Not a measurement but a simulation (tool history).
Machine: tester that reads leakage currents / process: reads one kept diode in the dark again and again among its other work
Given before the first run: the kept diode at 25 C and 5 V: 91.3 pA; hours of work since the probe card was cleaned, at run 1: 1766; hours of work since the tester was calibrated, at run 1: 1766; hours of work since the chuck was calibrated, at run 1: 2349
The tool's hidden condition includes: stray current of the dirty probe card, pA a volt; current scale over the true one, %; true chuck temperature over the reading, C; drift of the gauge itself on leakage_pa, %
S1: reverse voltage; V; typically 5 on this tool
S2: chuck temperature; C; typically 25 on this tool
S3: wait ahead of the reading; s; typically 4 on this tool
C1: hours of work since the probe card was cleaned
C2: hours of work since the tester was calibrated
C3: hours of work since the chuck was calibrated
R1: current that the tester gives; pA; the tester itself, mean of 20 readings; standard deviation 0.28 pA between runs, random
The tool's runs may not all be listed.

run    hour     S1  S2    S3    C1    C2    C3      R1
  1       0      5  25     4  1766  1766  2349   89.21
  2    58.4      5  25     4  1803  1803  2386   89.78
  3     129      5  25     4  1847  1847  2431   89.81
      146.6  -- chuck's temperature calibrated
  4   221.7      5  25     4  1905  1905    47   98.84
  5   297.2      5  25  3.99  1952  1952    95   98.89
  6   343.4      5  25  3.99  1981  1981   124   98.61
  7   403.3      5  25  3.99  2019  2019   162   99.01
  8   476.6      5  25     4  2065  2065   208   98.75
  9   532.5   4.13  25     4  2100  2100   243    91.4
 10   583.4   4.13  25     4  2132  2132   275   91.01
 11   625.6      5  25     4  2159  2159   302   98.65
 12   710.1      5  25     4  2212  2212   355   98.72
 13   790.7      5  25     4  2263  2263   406   98.81
 14   837.5      5  25     4  2293  2293   435   98.74
 15   914.3      5  25     4  2341  2341   484    98.4
 16   964.1      5  25     4  2372  2372   515   98.61
 17  1022.4   2.36  25     4  2409  2409   552   73.34
 18  1113.6   8.65  25     4  2467  2467   609  123.78
 19  1157.8   5.53  29     4  2494  2494   637  141.54
 20  1197.6   5.53  48  2.34  2519  2519   662  628.41
 21  1242.7   6.81  29     4  2548  2548   691  153.59
 22    1294   6.81  32     4  2580  2580   723  194.52
 23  1391.2   1.89  47  0.45  2641  2641   784  397.74
 24  1467.4   1.35  25  3.69  2689  2689   832   59.07
 25  1515.9   1.35  25  3.69  2720  2720   863   58.64
 26  1570.1   1.35  25  0.35  2754  2754   897   60.13
 27  1627.5   1.35  25  0.35  2790  2790   933   59.84
 28  1691.4   1.35  25  0.35  2831  2831   973   60.29
 29  1734.6   1.35  25  0.35  2858  2858  1001   60.11
 30  1801.5  12.27  23  1.09  2900  2900  1043  129.88
 31  1898.1  12.27  23  1.09  2961  2961  1104  130.52
     1939.7  -- probe card cleaned and baked
     1941.7  -- tester calibrated
 32  1993.6   1.81  34  0.87    33    33  1161  133.17
 33  2073.2      5  35  4.18    83    83  1211  204.16
 34  2168.7  17.32  40  6.85   143   143  1271  474.39
 35  2216.3    1.4  41  2.28   173   173  1301  214.36
 36  2260.4  15.97  27  6.53   201   201  1329  156.47

Below are 3 alternative next runs, each starting from the tool's condition after run 36. Predict each:
  A  2356.4  15.97  27  3.41  261  261  1389   ?
  B  2356.4   4.51  25  0.62  261  261  1389   ?
  C  2356.4      5  45     4  261  261  1389   ?

run      R1
  A  157.47
  B   86.02
  C  456.77
What these runs would have given with no unlogged condition in the tool:
run      R1
  A  164.93
  B   90.92
  C  483.65

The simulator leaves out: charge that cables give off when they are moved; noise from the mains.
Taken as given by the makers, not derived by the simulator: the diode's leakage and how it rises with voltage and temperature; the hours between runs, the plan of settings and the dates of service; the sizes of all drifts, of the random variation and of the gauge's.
